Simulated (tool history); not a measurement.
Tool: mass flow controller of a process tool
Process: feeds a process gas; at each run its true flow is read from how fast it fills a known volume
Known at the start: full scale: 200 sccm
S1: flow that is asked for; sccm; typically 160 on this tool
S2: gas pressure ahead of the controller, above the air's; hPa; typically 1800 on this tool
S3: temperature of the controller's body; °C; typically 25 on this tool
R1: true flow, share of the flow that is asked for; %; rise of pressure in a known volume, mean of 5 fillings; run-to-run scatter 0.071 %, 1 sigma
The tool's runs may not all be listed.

run,hour,S1,S2,S3,R1
1,0.0,160,1800,25,99.92
2,377.6,98,1800,25,99.65
3,814.1,160,1970,25,100.00
4,1138.8,160,1800,25,99.82
5,1405.2,160,1800,25,99.91
6,1802.3,160,1800,25,99.93
7,2146.2,160,1800,34,100.29
8,2474.8,160,1620,25,99.85
9,2914.2,160,1620,25,99.88
10,3150.3,60,1620,25,99.56
11,3515.1,60,1620,25,99.63
12,3923.8,60,1620,25,99.56
13,4193.4,60,1620,25,99.66
14,4621.8,160,1800,37,100.25
15,5009.8,160,1800,37,100.36
16,5468.9,160,1800,37,100.32
17,5876.0,160,1800,25,99.83
18,6200.3,45,1800,25,99.37
19,6509.3,171,1530,25,99.96
20,6704.4,171,1530,25,99.92
21,6963.4,171,1530,25,100.10
22,7214.0,171,1530,23,99.82
23,7616.8,171,2610,38,100.31
24,7810.2,171,2200,30,100.08
25,8262.5,171,2200,30,100.09
26,8608.6,171,2200,30,100.05
27,8970.5,118,1800,20,99.52
28,9222.8,118,1800,20,99.59
29,9447.2,118,1800,20,99.52
30,9704.4,118,1800,20,99.61
31,10119.7,118,1800,20,99.46
32,10381.9,80,1400,37,100.02
33,10618.1,160,2040,25,99.92
34,11093.8,40,2600,33,99.53
35,11384.1,45,1800,26,99.49

Not shown here: 1 entry made in the log between runs. Locate each between two listed runs and compare the hidden state at the listed run before it with the hidden state at the listed run after it:
Logged between run 16 and run 17: controller's zero set anew (hour 5842.6)
  flow at rest that the sensor doesn't see, % of full scale: 0.006 -> 0.001
